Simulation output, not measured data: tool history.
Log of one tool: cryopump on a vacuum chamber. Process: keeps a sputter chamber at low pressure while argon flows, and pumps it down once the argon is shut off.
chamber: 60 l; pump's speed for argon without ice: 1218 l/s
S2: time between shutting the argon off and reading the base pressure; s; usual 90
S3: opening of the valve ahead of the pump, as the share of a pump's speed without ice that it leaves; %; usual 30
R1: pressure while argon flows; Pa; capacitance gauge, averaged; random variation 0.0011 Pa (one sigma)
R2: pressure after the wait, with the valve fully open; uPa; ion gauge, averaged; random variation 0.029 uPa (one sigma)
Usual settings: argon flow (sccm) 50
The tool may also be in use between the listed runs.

{"run": 1, "day": 0.0, "argon flow (sccm)": 50, "S2": 90, "S3": 30, "R1": 0.2332, "R2": 1.76}
{"run": 2, "day": 1.558, "argon flow (sccm)": 50, "S2": 90, "S3": 30, "R1": 0.2322, "R2": 1.72}
{"run": 3, "day": 2.775, "argon flow (sccm)": 50, "S2": 33, "S3": 30, "R1": 0.2337, "R2": 3.65}
{"run": 4, "day": 3.579, "argon flow (sccm)": 50, "S2": 33, "S3": 30, "R1": 0.2349, "R2": 3.72}
{"run": 5, "day": 4.833, "argon flow (sccm)": 50, "S2": 33, "S3": 30, "R1": 0.2357, "R2": 3.85}
{"run": 6, "day": 5.817, "argon flow (sccm)": 50, "S2": 33, "S3": 30, "R1": 0.2363, "R2": 3.93}
{"run": 7, "day": 7.129, "argon flow (sccm)": 50, "S2": 74, "S3": 30, "R1": 0.2362, "R2": 2.01}
{"run": 8, "day": 8.083, "argon flow (sccm)": 50, "S2": 74, "S3": 30, "R1": 0.2347, "R2": 2.11}
{"run": 9, "day": 9.167, "argon flow (sccm)": 50, "S2": 90, "S3": 30, "R1": 0.2357, "R2": 1.88}
{"run": 10, "day": 10.333, "argon flow (sccm)": 50, "S2": 90, "S3": 30, "R1": 0.2355, "R2": 1.75}
{"run": 11, "day": 11.629, "argon flow (sccm)": 50, "S2": 90, "S3": 22, "R1": 0.3226, "R2": 1.87}
{"run": 12, "day": 12.496, "argon flow (sccm)": 50, "S2": 90, "S3": 22, "R1": 0.3205, "R2": 1.91}
{"run": 13, "day": 13.954, "argon flow (sccm)": 54, "S2": 90, "S3": 33, "R1": 0.2311, "R2": 1.86}
{"run": 14, "day": 14.904, "argon flow (sccm)": 54, "S2": 90, "S3": 33, "R1": 0.233, "R2": 1.88}
{"run": 15, "day": 15.875, "argon flow (sccm)": 28, "S2": 67, "S3": 30, "R1": 0.1319, "R2": 2.39}
{"run": 16, "day": 17.392, "argon flow (sccm)": 28, "S2": 67, "S3": 30, "R1": 0.1334, "R2": 2.32}
{"run": 17, "day": 18.838, "argon flow (sccm)": 88, "S2": 90, "S3": 26, "R1": 0.4822, "R2": 1.98}
{"run": 18, "day": 19.608, "argon flow (sccm)": 88, "S2": 90, "S3": 26, "R1": 0.4862, "R2": 1.92}
{"run": 19, "day": 21.046, "argon flow (sccm)": 88, "S2": 90, "S3": 26, "R1": 0.482, "R2": 2.01}
{"run": 20, "day": 21.75, "argon flow (sccm)": 81, "S2": 90, "S3": 47, "R1": 0.2504, "R2": 1.97}
{"run": 21, "day": 22.5, "argon flow (sccm)": 87, "S2": 36, "S3": 36, "R1": 0.3494, "R2": 3.71}
{"run": 22, "day": 23.85, "argon flow (sccm)": 87, "S2": 36, "S3": 36, "R1": 0.3474, "R2": 3.8}
{"run": 23, "day": 24.938, "argon flow (sccm)": 80, "S2": 90, "S3": 30, "R1": 0.385, "R2": 1.97}

Forecast each of these 4 alternatives for the next run:
{"run": "A", "day": 26.383, "argon flow (sccm)": 50, "S2": 24, "S3": 30, "R1": "?", "R2": "?"}
{"run": "B", "day": 26.383, "argon flow (sccm)": 24, "S2": 32, "S3": 46, "R1": "?", "R2": "?"}
{"run": "C", "day": 26.383, "argon flow (sccm)": 25, "S2": 25, "S3": 22, "R1": "?", "R2": "?"}
{"run": "D", "day": 26.383, "argon flow (sccm)": 38, "S2": 63, "S3": 16, "R1": "?", "R2": "?"}

run=A R1=0.2390 R2=5.07
run=B R1=0.0764 R2=4.12
run=C R1=0.1618 R2=5.10
run=D R1=0.3363 R2=2.52
Without the tool's hidden state the same runs would have given:
run=A R1=0.2307 R2=4.47
run=B R1=0.0724 R2=3.50
run=C R1=0.1576 R2=4.48
run=D R1=0.3299 R2=1.90
